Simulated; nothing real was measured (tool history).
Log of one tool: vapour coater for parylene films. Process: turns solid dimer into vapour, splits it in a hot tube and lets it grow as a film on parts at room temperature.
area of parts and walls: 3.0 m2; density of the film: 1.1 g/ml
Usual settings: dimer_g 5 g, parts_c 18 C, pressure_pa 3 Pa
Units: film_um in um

{"run": 1, "hour": 0.0, "dimer_g": 5, "parts_c": 18, "pressure_pa": 3, "film_um": 1.325}
{"hour": 6.1, "done": "table's thermometer calibrated"}
{"run": 2, "hour": 29.7, "dimer_g": 5, "parts_c": 18, "pressure_pa": 3, "film_um": 1.24}
{"run": 3, "hour": 89.9, "dimer_g": 5, "parts_c": 18, "pressure_pa": 3, "film_um": 1.239}
{"run": 4, "hour": 128.4, "dimer_g": 5, "parts_c": 18, "pressure_pa": 4.47, "film_um": 1.135}
{"run": 5, "hour": 183.0, "dimer_g": 5, "parts_c": 18, "pressure_pa": 4.12, "film_um": 1.13}
{"run": 6, "hour": 208.7, "dimer_g": 5, "parts_c": 18, "pressure_pa": 4.12, "film_um": 1.147}
{"run": 7, "hour": 268.6, "dimer_g": 5, "parts_c": 18, "pressure_pa": 4.12, "film_um": 1.145}
{"hour": 284.3, "done": "trap's valve overhauled"}
{"run": 8, "hour": 335.2, "dimer_g": 5, "parts_c": 18, "pressure_pa": 4.12, "film_um": 1.166}
{"run": 9, "hour": 369.9, "dimer_g": 5, "parts_c": 18, "pressure_pa": 4.12, "film_um": 1.171}
{"run": 10, "hour": 429.5, "dimer_g": 3, "parts_c": 18, "pressure_pa": 4.12, "film_um": 0.7}
{"run": 11, "hour": 480.2, "dimer_g": 3, "parts_c": 18, "pressure_pa": 4.12, "film_um": 0.686}
{"run": 12, "hour": 534.0, "dimer_g": 3, "parts_c": 18, "pressure_pa": 4.12, "film_um": 0.682}
{"run": 13, "hour": 589.7, "dimer_g": 3, "parts_c": 18, "pressure_pa": 4.12, "film_um": 0.684}
{"hour": 607.0, "done": "trap's valve overhauled"}
{"run": 14, "hour": 639.9, "dimer_g": 3, "parts_c": 18, "pressure_pa": 4.12, "film_um": 0.713}
{"run": 15, "hour": 679.3, "dimer_g": 5, "parts_c": 12, "pressure_pa": 2.32, "film_um": 1.463}
{"run": 16, "hour": 724.4, "dimer_g": 3, "parts_c": 18, "pressure_pa": 2.22, "film_um": 0.803}
{"run": 17, "hour": 769.4, "dimer_g": 3, "parts_c": 18, "pressure_pa": 2.22, "film_um": 0.787}
{"run": 18, "hour": 806.5, "dimer_g": 3, "parts_c": 18, "pressure_pa": 2.22, "film_um": 0.794}
{"run": 19, "hour": 840.4, "dimer_g": 3, "parts_c": 18, "pressure_pa": 3.56, "film_um": 0.714}
{"run": 20, "hour": 894.0, "dimer_g": 3, "parts_c": 18, "pressure_pa": 3.56, "film_um": 0.706}
{"run": 21, "hour": 920.6, "dimer_g": 3, "parts_c": 18, "pressure_pa": 2.65, "film_um": 0.742}
{"hour": 927.8, "done": "trap's valve overhauled"}
{"run": 22, "hour": 965.6, "dimer_g": 5, "parts_c": 12, "pressure_pa": 9.02, "film_um": 1.356}
{"run": 23, "hour": 993.8, "dimer_g": 6, "parts_c": 13, "pressure_pa": 10.59, "film_um": 1.5}
{"run": 24, "hour": 1036.8, "dimer_g": 6, "parts_c": 13, "pressure_pa": 10.59, "film_um": 1.488}
{"run": 25, "hour": 1065.2, "dimer_g": 3, "parts_c": 20, "pressure_pa": 3.63, "film_um": 0.653}
{"run": 26, "hour": 1097.1, "dimer_g": 3, "parts_c": 20, "pressure_pa": 3.63, "film_um": 0.652}
{"run": 27, "hour": 1144.6, "dimer_g": 5, "parts_c": 18, "pressure_pa": 2.65, "film_um": 1.279}

Forecast each of these 5 alternatives for the next run:
{"run": "A", "hour": 1187.8, "dimer_g": 6, "parts_c": 20, "pressure_pa": 3, "film_um": "?"}
{"run": "B", "hour": 1187.8, "dimer_g": 7, "parts_c": 23, "pressure_pa": 3.32, "film_um": "?"}
{"run": "C", "hour": 1187.8, "dimer_g": 2, "parts_c": 18, "pressure_pa": 3, "film_um": "?"}
{"run": "D", "hour": 1187.8, "dimer_g": 4, "parts_c": 18, "pressure_pa": 9.72, "film_um": "?"}
{"run": "E", "hour": 1187.8, "dimer_g": 5, "parts_c": 18, "pressure_pa": 6.11, "film_um": "?"}

run=A film_um=1.336
run=B film_um=1.34
run=C film_um=0.491
run=D film_um=0.78
run=E film_um=1.072
Without the tool's hidden state the same runs would have given:
run=A film_um=1.376
run=B film_um=1.38
run=C film_um=0.505
run=D film_um=0.803
run=E film_um=1.104
